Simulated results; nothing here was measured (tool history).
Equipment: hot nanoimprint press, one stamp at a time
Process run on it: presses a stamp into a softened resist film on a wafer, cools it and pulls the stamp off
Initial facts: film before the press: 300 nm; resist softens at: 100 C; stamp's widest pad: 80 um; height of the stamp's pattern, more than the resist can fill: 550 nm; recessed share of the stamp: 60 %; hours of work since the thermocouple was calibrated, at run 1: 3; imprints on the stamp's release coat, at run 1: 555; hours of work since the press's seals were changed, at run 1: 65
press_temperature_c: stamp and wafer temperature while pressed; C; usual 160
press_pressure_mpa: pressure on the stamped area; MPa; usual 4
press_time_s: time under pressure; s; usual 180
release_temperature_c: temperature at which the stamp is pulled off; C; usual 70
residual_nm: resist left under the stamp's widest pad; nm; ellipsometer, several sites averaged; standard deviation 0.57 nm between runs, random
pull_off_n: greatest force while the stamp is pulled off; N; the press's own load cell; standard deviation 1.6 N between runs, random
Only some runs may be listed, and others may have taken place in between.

run	day	press_temperature_c	press_pressure_mpa	press_time_s	release_temperature_c	hours of work since the thermocouple was calibrated	imprints on the stamp's release coat	hours of work since the press's seals were changed	residual_nm	pull_off_n
1	0	160	4	180	70	3	555	65	178.4	133
2	0.208	160	4	180	70	5	567	68	177.7	131
3	0.383	161	4	180	70	7	578	69	171.2	128
4	0.671	161	4	180	70	10	595	73	172	132
5	1.029	160	4	180	70	14	617	76	178.2	129
6	1.371	160	4	180	70	18	637	80	178.5	130
7	1.588	151	4	180	70	20	651	82	244.6	136
8	1.838	160	4	158	70	23	666	85	184.5	137
9	2.221	160	4	158	70	27	689	89	186.2	139
10	2.512	160	4	158	70	30	707	92	185.2	134
11	2.929	160	4	158	70	34	732	96	185.4	139
12	3.333	160	4	180	77	38	756	101	177.8	123
13	3.717	160	4	180	77	42	779	105	178.4	123
14	4.054	160	4	180	77	46	800	108	179	122
15	4.462	160	4	180	77	50	825	113	179.3	129
# day 5.004: stamp cleaned and given a new release coat
16	5.092	154	4	180	77	54	6	116	226.6	98
17	5.304	154	6.17	169	77	56	18	119	195.3	97
18	5.488	154	4.51	169	77	58	29	121	219.8	96
19	5.771	163	4	99	70	61	47	124	187.9	109
# day 5.925: plate thermocouple calibrated
20	6.092	149	5.44	180	70	2	59	126	241.3	111
21	6.271	161	4.85	144	72	4	69	128	168.2	104
22	6.508	161	4.85	119	72	6	84	130	177.9	108
23	6.754	161	4.85	119	72	9	99	133	178.6	105
24	7.083	168	5.4	132	65	12	119	136	120.9	120
25	7.321	168	5.4	132	65	15	133	139	120.6	121
26	7.575	154	4.27	174	77	17	148	141	221.8	103
# day 7.738: plate thermocouple calibrated, once more
27	7.888	160	2.75	121	64	2	160	143	227.8	121
28	8.188	171	6.4	121	64	5	178	147	100.5	121
29	8.358	171	6.4	121	64	7	188	148	100.6	124
30	8.712	167	4	180	74	10	210	152	134.2	109

Selected run-to-run steps in residual_nm, each split into two signed amounts: the part the tool would show with no hidden state at all (from settings, incoming material and random variation), and the remainder, which goes to the hidden state together with any gauge scatter not common to the measured and the hidden-state-free results:
Hidden conditions of the tool in this case: true temperature over the reading, C; pressure that arrives at the usual setting, %; grip of the stamp's worn release coat, % over a new coat's; drift of the gauge itself on residual_nm, %; drift of the gauge itself on pull_off_n, %.
Run 16 -> 17: press_pressure_mpa 4 -> 6.17, press_time_s 180 -> 169. residual_nm -31.3 nm: hidden state +0.4, all else -31.7.
Run 20 -> 21: press_temperature_c 149 -> 161, press_pressure_mpa 5.44 -> 4.85, press_time_s 180 -> 144, release_temperature_c 70 -> 72. residual_nm -73.1 nm: hidden state +0.1, all else -73.2.
Run 25 -> 26: press_temperature_c 168 -> 154, press_pressure_mpa 5.4 -> 4.27, press_time_s 132 -> 174, release_temperature_c 65 -> 77. residual_nm +101.2 nm: hidden state -0.2, all else +101.4.
Run 26 -> 27: press_temperature_c 154 -> 160, press_pressure_mpa 4.27 -> 2.75, press_time_s 174 -> 121, release_temperature_c 77 -> 64, plate thermocouple calibrated, once more. residual_nm +6 nm: hidden state +0.5, all else +5.5.
Run 27 -> 28: press_temperature_c 160 -> 171, press_pressure_mpa 2.75 -> 6.4. residual_nm -127.3 nm: hidden state +0.3, all else -127.6.
